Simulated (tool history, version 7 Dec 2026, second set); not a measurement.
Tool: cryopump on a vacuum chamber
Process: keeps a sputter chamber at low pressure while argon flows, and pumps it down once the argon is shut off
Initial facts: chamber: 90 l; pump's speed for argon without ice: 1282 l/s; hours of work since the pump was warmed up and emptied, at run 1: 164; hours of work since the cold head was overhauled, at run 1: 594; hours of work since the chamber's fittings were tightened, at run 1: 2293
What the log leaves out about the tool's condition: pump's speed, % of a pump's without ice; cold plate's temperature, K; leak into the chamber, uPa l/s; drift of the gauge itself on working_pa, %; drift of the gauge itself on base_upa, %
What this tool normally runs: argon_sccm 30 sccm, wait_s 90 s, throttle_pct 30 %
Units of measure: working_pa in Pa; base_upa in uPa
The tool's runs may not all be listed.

run   hour  argon_sccm  wait_s  throttle_pct  hours of work since the pump was warmed up and emptied  hours of work since the cold head was overhauled  hours of work since the chamber's fittings were tightened  working_pa  base_upa
  1      0          30      90            30                                                     164                                               594                                                       2293      0.1378      2.67
  2   24.7          30      90            30                                                     181                                               611                                                       2310      0.1376      2.79
  3   50.3          30      90            30                                                     198                                               628                                                       2327      0.1385      2.76
  4   76.5          30      90            30                                                     216                                               646                                                       2345      0.1395      2.88
  5  101.5          30      90            30                                                     233                                               663                                                       2362      0.1406      2.76
  6  120.3          30      90            30                                                     245                                               676                                                       2375      0.1397      2.86
  7  138.1          30      90            30                                                     257                                               688                                                       2387      0.1398       2.9

The next listed run, before its measurement:
  8  167.5          42      90            31                                                     277                                               708                                                       2406           ?         ?

{"run 8": {"working_pa": 0.1924, "base_upa": 2.87}}
Had the tool carried no hidden state, the very same run would have given working_pa 0.1791 Pa, base_upa 0.52 uPa.

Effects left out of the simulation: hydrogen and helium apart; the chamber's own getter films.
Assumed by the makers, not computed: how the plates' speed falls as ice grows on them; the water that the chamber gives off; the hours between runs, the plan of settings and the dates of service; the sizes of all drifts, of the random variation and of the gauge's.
